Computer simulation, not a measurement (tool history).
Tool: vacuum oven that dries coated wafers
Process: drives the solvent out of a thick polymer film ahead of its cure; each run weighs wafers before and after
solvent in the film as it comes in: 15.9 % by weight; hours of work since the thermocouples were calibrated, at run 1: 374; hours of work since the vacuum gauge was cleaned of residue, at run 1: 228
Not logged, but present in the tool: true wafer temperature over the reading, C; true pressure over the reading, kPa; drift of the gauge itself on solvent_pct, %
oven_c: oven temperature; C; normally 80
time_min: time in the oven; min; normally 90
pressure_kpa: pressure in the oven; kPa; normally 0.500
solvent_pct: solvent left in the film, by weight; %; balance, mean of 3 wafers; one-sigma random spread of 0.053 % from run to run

run  hour  oven_c  time_min  pressure_kpa  hours of work since the thermocouples were calibrated  hours of work since the vacuum gauge was cleaned of residue  solvent_pct
  1   0.0      80        90         0.500                                                    374                                                          228         1.60
  2  12.0      80        90         1.988                                                    384                                                          238         2.87
  3  19.9      80        90         1.988                                                    390                                                          244         2.71
  4  27.5      80        82         0.500                                                    396                                                          250         1.78
  5  39.1      80        82         0.500                                                    406                                                          259         1.90
  6  45.8      80        88         0.500                                                    411                                                          265         1.64
     48.5  -- oven's thermocouples calibrated
  7  54.1      80        90         0.500                                                      4                                                          270         1.55

Estimate the outcome of run 8 from the log above:
  8  63.2      86       125         0.500                                                     12                                                          277            ?

Logged for run 8: solvent_pct 0.53 %.
Take away the tool's hidden state, keep the run-to-run variation as it was, and the same run would have given solvent_pct 0.50 %.

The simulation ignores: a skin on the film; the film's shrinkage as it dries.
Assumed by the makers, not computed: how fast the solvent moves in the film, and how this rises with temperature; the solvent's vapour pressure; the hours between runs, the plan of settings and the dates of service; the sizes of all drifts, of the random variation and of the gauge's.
